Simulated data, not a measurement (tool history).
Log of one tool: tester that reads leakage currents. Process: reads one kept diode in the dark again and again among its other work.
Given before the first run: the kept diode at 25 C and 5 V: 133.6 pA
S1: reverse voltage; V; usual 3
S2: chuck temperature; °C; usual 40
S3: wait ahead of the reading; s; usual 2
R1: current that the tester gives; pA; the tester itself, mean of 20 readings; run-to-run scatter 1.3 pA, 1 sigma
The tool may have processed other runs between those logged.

Run 1, hour 0: usual settings. Result: R1 438.72 pA.
Run 2, hour 167.7: usual settings. Result: R1 443.14 pA.
Run 3, hour 288: usual settings. Result: R1 444.36 pA.
Run 4, hour 501: usual settings. Result: R1 445.2 pA.
Run 5, hour 686.8: usual settings. Result: R1 450.52 pA.
Run 6, hour 850.9: usual settings. Result: R1 454.65 pA.
At hour 864.4: chuck's temperature calibrated.
Run 7, hour 955.8: usual settings. Result: R1 461.62 pA.
Run 8, hour 1111.2: usual settings but S1 1.91 V, S2 46 °C, S3 3.51 s. Result: R1 631.12 pA.
Run 9, hour 1249: usual settings but S1 1.91 V, S2 46 °C, S3 3.51 s. Result: R1 636.18 pA.
Run 10, hour 1385.2: usual settings but S2 22 °C, S3 6.1 s. Result: R1 92.14 pA.
Run 11, hour 1496.9: usual settings but S3 1.84 s. Result: R1 470.38 pA.
Run 12, hour 1666.5: usual settings but S3 1.84 s. Result: R1 473.96 pA.
Run 13, hour 1784.4: usual settings but S1 1.01 V, S2 42 °C. Result: R1 348.33 pA.

Below, some changes in R1 between adjacent runs. For each, the amount present without the hidden state too (settings, incoming material, random variation) and the amount remaining for the hidden state with gauge scatter not shared by both compared results:
What the log doesn't record here: stray current of the dirty probe card, pA a volt; current scale over the true one, %; true chuck temperature over the reading, C; drift of the gauge itself on leakage_pa, %.
Run 9 -> 10: S1 1.91 -> 3, S2 46 -> 22, S3 3.51 -> 6.1. R1 -544.04 pA: hidden state -48.52, all else -495.52.

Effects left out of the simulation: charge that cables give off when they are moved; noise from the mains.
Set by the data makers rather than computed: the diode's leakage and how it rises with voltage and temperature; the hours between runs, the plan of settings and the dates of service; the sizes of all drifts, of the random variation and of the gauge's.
